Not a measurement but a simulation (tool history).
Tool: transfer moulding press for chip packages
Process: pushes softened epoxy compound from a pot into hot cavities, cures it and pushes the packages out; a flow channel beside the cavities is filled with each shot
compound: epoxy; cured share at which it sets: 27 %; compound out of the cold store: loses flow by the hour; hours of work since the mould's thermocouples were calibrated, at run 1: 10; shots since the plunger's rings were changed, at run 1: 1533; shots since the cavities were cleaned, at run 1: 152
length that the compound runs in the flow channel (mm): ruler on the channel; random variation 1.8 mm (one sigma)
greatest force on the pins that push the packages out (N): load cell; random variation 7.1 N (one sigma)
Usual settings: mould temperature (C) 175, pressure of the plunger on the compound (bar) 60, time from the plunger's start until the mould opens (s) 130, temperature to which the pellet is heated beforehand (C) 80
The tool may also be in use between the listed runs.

run     day  mould temperature (C)  pressure of the plunger on the compound (bar)  time from the plunger's start until the mould opens (s)  temperature to which the pellet is heated beforehand (C)  hours of work since the mould's thermocouples were calibrated  shots since the plunger's rings were changed  shots since the cavities were cleaned  incoming compound's hours out of the cold store  length that the compound runs in the flow channel (mm)  greatest force on the pins that push the packages out (N)
  1       0                    175                                             60                                                      130                                                        80                                                             10                                          1533                                    152                                             19.2                                                     555                                                        381
  2   1.038                    175                                             60                                                      130                                                        80                                                             21                                          1693                                    312                                             39.5                                                     482                                                        420
  3   2.417                    175                                             60                                                      130                                                        80                                                             35                                          1906                                    525                                                8                                                     591                                                        463
  4   3.217                    175                                             60                                                      130                                                        80                                                             43                                          2029                                    648                                             30.7                                                     503                                                        484
  5   4.962                    175                                             60                                                      130                                                        80                                                             61                                          2297                                    916                                             47.5                                                     454                                                        498
  6     6.7                    175                                             60                                                      117                                                        80                                                             79                                          2565                                   1184                                             18.4                                                     547                                                        571
      6.908  -- cavities cleaned with cleaning compound and waxed
  7   7.738                    175                                             60                                                      117                                                        80                                                             89                                          2715                                    127                                             44.1                                                     461                                                        366
  8   9.262                    174                                             60                                                      155                                                        80                                                            104                                          2950                                    362                                             45.7                                                     459                                                        415
      9.988  -- plunger's sealing rings changed
  9  10.983                    175                                             60                                                      141                                                        72                                                            121                                           154                                    611                                               37                                                     505                                                        467
 10  12.721                    175                                             66                                                      130                                                        80                                                            139                                           422                                    879                                             25.9                                                     566                                                        521
 11  13.608                    175                                             66                                                      130                                                        80                                                            148                                           558                                   1015                                               15                                                     609                                                        551
 12  14.388                    177                                           66.4                                                      130                                                        80                                                            156                                           678                                   1135                                               41                                                     511                                                        495
     14.804  -- cavities cleaned with cleaning compound and waxed
 13    15.5                    177                                           66.4                                                      130                                                        80                                                            166                                           840                                    107                                             23.1                                                     570                                                        341

3 ways to go on from here, each from the tool as it stands after run 13. What would each give?
  A  16.5                    177                                           66.4                                                      136                                                        81                                                            177                                           994                                    261                                             21.8                                                       ?                                                          ?
  B  16.5                    175                                           54.4                                                      150                                                        80                                                            177                                           994                                    261                                             32.5                                                       ?                                                          ?
  C  16.5                    174                                             60                                                      164                                                        80                                                            177                                           994                                    261                                             38.1                                                       ?                                                          ?

run  length that the compound runs in the flow channel (mm)  greatest force on the pins that push the packages out (N)
  A                                                     571                                                        412
  B                                                     490                                                        389
  C                                                     497                                                        374
Without the tool's hidden state the same runs would have given:
run  length that the compound runs in the flow channel (mm)  greatest force on the pins that push the packages out (N)
  A                                                     582                                                        302
  B                                                     499                                                        283
  C                                                     506                                                        271
